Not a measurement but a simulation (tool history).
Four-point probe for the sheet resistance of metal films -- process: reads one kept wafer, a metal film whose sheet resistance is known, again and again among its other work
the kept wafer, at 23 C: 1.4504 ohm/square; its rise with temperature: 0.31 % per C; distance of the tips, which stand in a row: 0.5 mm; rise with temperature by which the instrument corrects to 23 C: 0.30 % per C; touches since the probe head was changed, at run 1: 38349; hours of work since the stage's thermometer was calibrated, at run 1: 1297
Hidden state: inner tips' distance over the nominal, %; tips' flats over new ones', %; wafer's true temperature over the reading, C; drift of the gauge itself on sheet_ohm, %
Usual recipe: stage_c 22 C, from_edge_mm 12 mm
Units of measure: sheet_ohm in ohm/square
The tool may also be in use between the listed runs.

run	day	stage_c	from_edge_mm	touches since the probe head was changed	hours of work since the stage's thermometer was calibrated	sheet_ohm
1	0	22	12	38349	1297	1.451513
2	0.925	22	12	38888	1311	1.451532
3	2.067	22	12	39552	1327	1.451203
4	3.583	22	12	40436	1349	1.45137
5	4.342	22	12	40875	1360	1.45131
6	5.442	24	12	41516	1376	1.45238
7	6.217	24	33	41968	1387	1.450673
8	7.221	22	12	42553	1401	1.45161
9	8.167	26	12	43102	1415	1.452748
10	9	26	12	43589	1427	1.452292
11	10.138	18	8	44251	1443	1.452131
12	10.8	21	37	44636	1453	1.450305
13	11.496	21	37	45042	1463	1.45002
14	12.392	31	22	45562	1476	1.451906
15	13.733	23	10	46343	1495	1.452664

Branching from run 15: 5 alternative next runs. What would each branch give?
A	15.162	19	12	47176	1515	?
B	15.162	22	62	47176	1515	?
C	15.162	23	19	47176	1515	?
D	15.162	23	20	47176	1515	?
E	15.162	25	3	47176	1515	?

run	sheet_ohm
A	1.45138
B	1.449618
C	1.450658
D	1.450675
E	1.471838
With no hidden state in the tool, these same runs would have given:
run	sheet_ohm
A	1.451394
B	1.449632
C	1.450672
D	1.450688
E	1.471851
